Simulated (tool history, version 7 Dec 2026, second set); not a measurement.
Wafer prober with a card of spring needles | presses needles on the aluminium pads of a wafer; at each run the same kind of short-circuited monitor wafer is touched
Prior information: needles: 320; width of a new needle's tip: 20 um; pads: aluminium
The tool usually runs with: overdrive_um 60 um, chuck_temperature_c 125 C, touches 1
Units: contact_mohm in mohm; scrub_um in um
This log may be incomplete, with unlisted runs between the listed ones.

run     day  overdrive_um  chuck_temperature_c  touches  contact_mohm  scrub_um
  1   0.000            60                  125        1           321     12.87
      0.108  -- tips cleaned on abrasive film
      0.533  -- tips cleaned on abrasive film
      1.067  -- tips cleaned on abrasive film
      1.596  -- tips cleaned on abrasive film
      2.125  -- tips cleaned on abrasive film
  2   2.288            60                  125        1           320     12.84
      2.604  -- tips cleaned on abrasive film
      3.129  -- tips cleaned on abrasive film
      3.658  -- tips cleaned on abrasive film
      4.192  -- tips cleaned on abrasive film
  3   4.254            60                  125        1           324     12.84
      4.683  -- tips cleaned on abrasive film
      5.212  -- tips cleaned on abrasive film
      5.742  -- tips cleaned on abrasive film
  4   5.917            60                  122        1           320     12.83
      6.238  -- tips cleaned on abrasive film
      6.762  -- tips cleaned on abrasive film
      7.292  -- tips cleaned on abrasive film
  5   7.525            59                  125        1           321     12.61
      7.729  -- tips cleaned on abrasive film
      8.258  -- tips cleaned on abrasive film
      8.783  -- tips cleaned on abrasive film
      9.317  -- tips cleaned on abrasive film
  6   9.654            59                  125        1           319     12.56
      9.762  -- tips cleaned on abrasive film
     10.288  -- tips cleaned on abrasive film
     10.796  -- tips cleaned on abrasive film
  7  10.796            59                  125        1           317     12.57
     11.325  -- tips cleaned on abrasive film
     11.854  -- tips cleaned on abrasive film
     12.288  -- height of the first contact set anew
     12.396  -- tips cleaned on abrasive film
  8  12.471            70                  125        1           312     14.91
     12.892  -- tips cleaned on abrasive film
     13.421  -- tips cleaned on abrasive film
     13.933  -- tips cleaned on abrasive film
  9  14.238            70                  125        1           310     14.91
     14.450  -- tips cleaned on abrasive film
     14.979  -- tips cleaned on abrasive film
     15.500  -- tips cleaned on abrasive film
     16.021  -- tips cleaned on abrasive film
     16.525  -- tips cleaned on abrasive film
 10  16.525            70                  125        1           313     14.87
     17.050  -- tips cleaned on abrasive film
     17.508  -- tips cleaned on abrasive film
 11  17.508            70                  125        1           313     14.94
     18.025  -- tips cleaned on abrasive film
     18.554  -- tips cleaned on abrasive film
     19.079  -- tips cleaned on abrasive film
 12  19.325            60                   83        1           307     12.79
     19.538  -- tips cleaned on abrasive film
     20.067  -- tips cleaned on abrasive film
     20.600  -- tips cleaned on abrasive film
     21.129  -- tips cleaned on abrasive film
     21.575  -- tips cleaned on abrasive film
 13  21.575            60                   83        1           311     12.69
     22.104  -- tips cleaned on abrasive film
     22.633  -- tips cleaned on abrasive film
 14  22.688            60                   83        1           307     12.76
     23.108  -- tips cleaned on abrasive film
     23.638  -- tips cleaned on abrasive film
     24.162  -- tips cleaned on abrasive film
     24.588  -- tips cleaned on abrasive film
 15  24.600            60                   83        1           307     12.69
     25.025  -- tips cleaned on abrasive film
     25.550  -- tips cleaned on abrasive film
 16  25.654            57                   32        1           288     12.03
     26.075  -- tips cleaned on abrasive film
     26.604  -- tips cleaned on abrasive film
     27.133  -- tips cleaned on abrasive film
 17  27.283            43                   32        1           303      9.06
     27.604  -- tips cleaned on abrasive film
     28.029  -- tips cleaned on abrasive film
     28.558  -- tips cleaned on abrasive film
 18  28.967            76                  121        1           311     15.99
     29.079  -- tips cleaned on abrasive film
     29.608  -- tips cleaned on abrasive film
     30.117  -- tips cleaned on abrasive film
 19  30.262            76                  121        1           308     16.04
     30.571  -- tips cleaned on abrasive film
     31.096  -- tips cleaned on abrasive film
     31.108  -- height of the first contact set anew
     31.638  -- tips cleaned on abrasive film
 20  31.746            76                  121        1           311     16.08
     32.067  -- tips cleaned on abrasive film
     32.492  -- tips cleaned on abrasive film
     33.017  -- tips cleaned on abrasive film
     33.546  -- tips cleaned on abrasive film
     34.017  -- tips cleaned on abrasive film
 21  34.017            76                  121        1           317     16.07
     34.546  -- tips cleaned on abrasive film
     35.079  -- tips cleaned on abrasive film
     35.504  -- tips cleaned on abrasive film
     36.025  -- tips cleaned on abrasive film
 22  36.325            45                   53        2           309      9.44
     36.542  -- tips cleaned on abrasive film
     37.062  -- tips cleaned on abrasive film
     37.592  -- tips cleaned on abrasive film
     38.108  -- tips cleaned on abrasive film
 23  38.196            78                   28        1           283     16.46

Estimate the outcome of run 24 from the log above:
     38.621  -- tips cleaned on abrasive film
     39.142  -- tips cleaned on abrasive film
     39.675  -- tips cleaned on abrasive film
 24  39.846            60                   30        2             ?         ?

{"run 24": {"contact_mohm": 288, "scrub_um": 12.52}}
Take away the tool's hidden state, keep the run-to-run variation as it was, and the same run would have given contact_mohm 287 mohm, scrub_um 12.78 um.
